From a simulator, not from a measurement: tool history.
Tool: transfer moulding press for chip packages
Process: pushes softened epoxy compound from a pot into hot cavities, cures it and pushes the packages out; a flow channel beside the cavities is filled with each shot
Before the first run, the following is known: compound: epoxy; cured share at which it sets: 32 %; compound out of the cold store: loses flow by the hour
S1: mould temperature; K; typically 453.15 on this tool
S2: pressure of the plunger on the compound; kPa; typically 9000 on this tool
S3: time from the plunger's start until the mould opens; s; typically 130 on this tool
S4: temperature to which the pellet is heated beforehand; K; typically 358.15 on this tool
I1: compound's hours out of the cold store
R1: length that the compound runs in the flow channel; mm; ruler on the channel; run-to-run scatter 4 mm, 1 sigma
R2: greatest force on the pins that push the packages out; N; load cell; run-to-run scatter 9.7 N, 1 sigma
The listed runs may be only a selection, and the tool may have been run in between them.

Run 1, day 0.000: usual settings; I1 9.7. Result: R1 559 mm, R2 618 N.
Run 2, day 0.325: usual settings; I1 46.7. Result: R1 447 mm, R2 627 N.
Run 3, day 0.588: usual settings; I1 12.7. Result: R1 533 mm, R2 667 N.
Run 4, day 0.954: usual settings but S3 146 s; I1 36.2. Result: R1 472 mm, R2 635 N.
Run 5, day 1.329: usual settings; I1 31.1. Result: R1 476 mm, R2 697 N.
Run 6, day 1.717: usual settings; I1 26.1. Result: R1 504 mm, R2 686 N.
Run 7, day 1.975: usual settings; I1 24.7. Result: R1 505 mm, R2 724 N.
Run 8, day 2.346: usual settings; I1 32.1. Result: R1 487 mm, R2 740 N.
Run 9, day 2.554: usual settings but S3 156 s; I1 25.8. Result: R1 497 mm, R2 685 N.
Run 10, day 2.821: usual settings but S3 156 s; I1 29.8. Result: R1 488 mm, R2 695 N.
Run 11, day 3.279: usual settings but S3 156 s; I1 29.8. Result: R1 486 mm, R2 680 N.
Run 12, day 3.662: usual settings but S3 156 s; I1 25.4. Result: R1 494 mm, R2 673 N.
Run 13, day 4.029: usual settings but S3 156 s; I1 43.3. Result: R1 447 mm, R2 683 N.
Run 14, day 4.400: usual settings but S1 457.15 K; I1 39.5. Result: R1 459 mm, R2 685 N.
Run 15, day 4.742: usual settings but S3 145 s, S4 359.15 K; I1 22.7. Result: R1 511 mm, R2 716 N.
At day 5.217: cavities cleaned with cleaning compound and waxed.
Run 16, day 5.262: usual settings but S1 447.15 K, S2 8790 kPa, S3 127 s; I1 27.5. Result: R1 496 mm, R2 600 N.
At day 5.367: mould's thermocouples calibrated.
Run 17, day 5.721: usual settings but S1 447.15 K, S2 8790 kPa, S3 127 s; I1 47.9. Result: R1 443 mm, R2 638 N.
Run 18, day 6.029: usual settings but S1 455.15 K, S2 8790 kPa, S3 127 s, S4 351.15 K; I1 30.0. Result: R1 475 mm, R2 528 N.
Run 19, day 6.308: usual settings but S4 354.15 K; I1 18.1. Result: R1 514 mm, R2 596 N.
Run 20, day 6.604: usual settings but S1 451.15 K, S2 8200 kPa, S3 113 s; I1 32.7. Result: R1 456 mm, R2 775 N.
Run 21, day 6.875: usual settings but S1 460.15 K, S3 144 s, S4 355.15 K; I1 34.6. Result: R1 458 mm, R2 562 N.
At day 7.167: mould's thermocouples calibrated, once more.
Run 22, day 7.196: usual settings but S1 456.15 K; I1 30.3. Result: R1 477 mm, R2 602 N.
Run 23, day 7.454: usual settings but S1 461.15 K, S3 117 s; I1 12.7. Result: R1 520 mm, R2 581 N.
Run 24, day 7.858: usual settings but S2 9440 kPa; I1 46.1. Result: R1 451 mm, R2 646 N.
Run 25, day 8.162: usual settings but S1 452.15 K, S2 7460 kPa, S3 146 s, S4 357.15 K; I1 15.1. Result: R1 487 mm, R2 645 N.
Run 26, day 8.404: usual settings but S1 452.15 K, S2 7460 kPa, S3 146 s, S4 357.15 K; I1 35.0. Result: R1 428 mm, R2 645 N.
Run 27, day 8.762: usual settings but S1 452.15 K, S2 7460 kPa, S3 146 s, S4 357.15 K; I1 9.7. Result: R1 497 mm, R2 681 N.
Run 28, day 9.054: usual settings but S1 450.15 K, S2 10530 kPa, S3 155 s, S4 367.15 K; I1 12.9. Result: R1 581 mm, R2 690 N.

4 options for the next run, each taken on its own from the tool as it stands now. Forecast them:
Run A, day 9.367: usual settings but S1 448.15 K, S2 10530 kPa, S3 143 s, S4 351.15 K; I1 39.3. Result: R1 ?, R2 ?.
Run B, day 9.367: usual settings but S3 159 s; I1 17.9. Result: R1 ?, R2 ?.
Run C, day 9.367: usual settings but S2 7930 kPa, S3 146 s, S4 353.15 K; I1 23.8. Result: R1 ?, R2 ?.
Run D, day 9.367: usual settings but S1 456.15 K, S2 10830 kPa, S4 361.15 K; I1 32.3. Result: R1 ?, R2 ?.

run   R1   R2
  A  500  768
  B  512  655
  C  469  679
  D  511  676
Stripped of hidden state, with their random variation kept, the same runs would have yielded:
run   R1   R2
  A  519  450
  B  532  384
  C  488  397
  D  531  397

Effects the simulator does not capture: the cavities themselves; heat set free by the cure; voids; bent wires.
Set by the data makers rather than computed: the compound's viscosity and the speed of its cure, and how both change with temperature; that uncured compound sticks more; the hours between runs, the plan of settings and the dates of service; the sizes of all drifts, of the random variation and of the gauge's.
